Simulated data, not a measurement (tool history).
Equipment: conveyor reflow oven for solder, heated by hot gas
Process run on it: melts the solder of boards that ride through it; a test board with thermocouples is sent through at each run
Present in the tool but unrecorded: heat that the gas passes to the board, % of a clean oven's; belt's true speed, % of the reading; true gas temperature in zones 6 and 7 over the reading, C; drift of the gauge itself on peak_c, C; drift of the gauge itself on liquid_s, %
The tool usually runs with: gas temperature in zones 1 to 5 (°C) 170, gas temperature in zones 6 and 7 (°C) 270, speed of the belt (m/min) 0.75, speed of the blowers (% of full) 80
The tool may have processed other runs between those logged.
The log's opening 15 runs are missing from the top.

run,hour,gas temperature in zones 1 to 5 (°C),gas temperature in zones 6 and 7 (°C),speed of the belt (m/min),speed of the blowers (% of full),hours of work since the flux was cleaned out,hours of work since the belt drive was overhauled,hours of work since the thermocouples were changed,highest temperature of the board (°C),time above the solder's melting point (s)
16,113.1,170,263,0.75,61,137,310,285,241.8,38.2
17,122.5,170,263,0.75,61,143,317,291,240.9,38.5
18,132,157,270,0.835,86,149,323,298,248.8,36.7
19,141.4,157,278,0.835,58,156,330,304,244.5,32.2
20,150.8,157,278,0.835,58,162,336,310,244.9,32.1
# hour 156.4: flux residue cleaned out of gas plates and filters
21,162.2,157,270,0.75,67,4,340,315,246,38.4
22,171.7,157,270,0.75,67,10,347,321,245.8,38.9
23,182.1,183,270,0.746,73,17,354,328,253,52
# hour 191: flux residue cleaned out of gas plates and filters, once more
24,195.2,183,270,0.764,52,3,359,334,246.5,45.1
25,205.5,183,270,0.764,52,10,366,341,247.3,45.2
26,215.1,183,270,0.764,52,16,372,347,247.6,45.4
27,219.8,183,270,0.764,52,19,376,350,247.5,44.9
28,226.8,183,270,0.764,52,24,380,355,247.6,45.3
29,232.9,170,267,0.75,80,28,384,359,252.4,47.5
30,240,172,267,0.823,80,33,389,364,249.7,41.4

Consider 3 possible next runs. They are alternatives, not a sequence: every one starts from the tool as it was left by run 30. What does each give?
A,250.3,172,267,0.823,52,40,396,371,?,?
B,250.3,172,267,0.823,63,40,396,371,?,?
C,250.3,170,270,0.758,57,40,396,371,?,?

run,highest temperature of the board (°C),time above the solder's melting point (s)
A,238.3,31
B,243.7,36.8
C,246.3,41.6
With the hidden condition removed and each run's random variation left untouched, the same runs would have given:
run,highest temperature of the board (°C),time above the solder's melting point (s)
A,238.8,31.2
B,244.4,37
C,247,41.7

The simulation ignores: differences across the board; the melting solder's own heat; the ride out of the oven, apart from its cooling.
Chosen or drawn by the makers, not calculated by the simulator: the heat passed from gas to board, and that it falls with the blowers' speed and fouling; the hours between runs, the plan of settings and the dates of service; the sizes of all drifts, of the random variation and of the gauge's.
